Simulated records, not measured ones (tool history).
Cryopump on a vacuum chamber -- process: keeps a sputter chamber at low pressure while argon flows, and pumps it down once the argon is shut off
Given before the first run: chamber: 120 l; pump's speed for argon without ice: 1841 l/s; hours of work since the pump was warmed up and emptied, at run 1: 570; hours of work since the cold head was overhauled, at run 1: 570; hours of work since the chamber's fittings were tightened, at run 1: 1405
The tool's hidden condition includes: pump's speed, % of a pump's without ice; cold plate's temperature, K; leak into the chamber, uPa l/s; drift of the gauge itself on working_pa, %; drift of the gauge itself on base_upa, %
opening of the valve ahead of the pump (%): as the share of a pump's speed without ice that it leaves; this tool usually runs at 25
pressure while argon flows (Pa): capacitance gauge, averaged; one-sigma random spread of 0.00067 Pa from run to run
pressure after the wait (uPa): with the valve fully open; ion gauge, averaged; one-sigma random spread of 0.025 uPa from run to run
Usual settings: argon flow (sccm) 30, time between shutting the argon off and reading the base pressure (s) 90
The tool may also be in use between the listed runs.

| run | day | argon flow (sccm) | time between shutting the argon off and reading the base pressure (s) | opening of the valve ahead of the pump (%) | hours of work since the pump was warmed up and emptied | hours of work since the cold head was overhauled | hours of work since the chamber's fittings were tightened | pressure while argon flows (Pa) | pressure after the wait (uPa) |
|---|---|---|---|---|---|---|---|---|---|
| 1 | 0 | 30 | 90 | 25 | 570 | 570 | 1405 | 0.1168 | 2.17 |
| 2 | 1.083 | 38 | 90 | 25 | 585 | 585 | 1421 | 0.1471 | 2.2 |
| 3 | 2.554 | 30 | 90 | 17 | 606 | 606 | 1441 | 0.1689 | 2.22 |
| 4 | 4.258 | 30 | 90 | 17 | 630 | 630 | 1465 | 0.1697 | 2.24 |
| 5 | 6.004 | 30 | 90 | 17 | 654 | 654 | 1490 | 0.1687 | 2.37 |
| 6 | 7.579 | 30 | 90 | 17 | 676 | 676 | 1512 | 0.1702 | 2.36 |
| 7 | 9.283 | 30 | 90 | 50 | 700 | 700 | 1536 | 0.0634 | 2.34 |
| 8 | 10.704 | 30 | 90 | 50 | 720 | 720 | 1556 | 0.0645 | 2.51 |
| 9 | 11.45 | 30 | 90 | 50 | 731 | 731 | 1566 | 0.0643 | 2.37 |
| 10 | 12.596 | 30 | 90 | 50 | 747 | 747 | 1583 | 0.065 | 2.4 |
| 11 | 13.358 | 30 | 90 | 50 | 758 | 758 | 1593 | 0.0649 | 2.45 |
|  | 14.646 | pump warmed up, emptied and cooled again |
| 12 | 15.021 | 30 | 90 | 50 | 5 | 778 | 1614 | 0.0563 | 2.06 |
| 13 | 16.138 | 30 | 90 | 57 | 21 | 794 | 1629 | 0.0489 | 2.15 |
| 14 | 17.588 | 30 | 102 | 25 | 41 | 814 | 1650 | 0.1117 | 1.95 |
| 15 | 18.65 | 30 | 102 | 25 | 56 | 829 | 1665 | 0.1098 | 1.98 |
| 16 | 20.421 | 51 | 90 | 33 | 81 | 854 | 1690 | 0.144 | 2.14 |
| 17 | 22.162 | 30 | 90 | 28 | 106 | 879 | 1714 | 0.1007 | 2.14 |
| 18 | 23.896 | 30 | 90 | 28 | 130 | 903 | 1739 | 0.1008 | 2.26 |
| 19 | 25.638 | 30 | 90 | 36 | 155 | 928 | 1763 | 0.0782 | 2.29 |
| 20 | 26.496 | 21 | 23 | 21 | 167 | 940 | 1775 | 0.0935 | 4.8 |
| 21 | 27.467 | 16 | 90 | 40 | 180 | 953 | 1789 | 0.0377 | 2.26 |

Forecast each of these 5 alternatives for the next run:
| A | 29.171 | 30 | 20 | 17 | 204 | 977 | 1813 | ? | ? |
| B | 29.171 | 30 | 90 | 44 | 204 | 977 | 1813 | ? | ? |
| C | 29.171 | 23 | 209 | 24 | 204 | 977 | 1813 | ? | ? |
| D | 29.171 | 16 | 21 | 40 | 204 | 977 | 1813 | ? | ? |
| E | 29.171 | 30 | 250 | 26 | 204 | 977 | 1813 | ? | ? |

| run | pressure while argon flows (Pa) | pressure after the wait (uPa) |
|---|---|---|
| A | 0.1649 | 5.14 |
| B | 0.0657 | 2.27 |
| C | 0.0899 | 1.82 |
| D | 0.0371 | 5.29 |
| E | 0.1082 | 1.81 |
Had the tool no hidden state, the same runs would have come out as:
| run | pressure while argon flows (Pa) | pressure after the wait (uPa) |
|---|---|---|
| A | 0.1624 | 3.86 |
| B | 0.0632 | 0.97 |
| C | 0.088 | 0.51 |
| D | 0.0359 | 3.93 |
| E | 0.1058 | 0.45 |
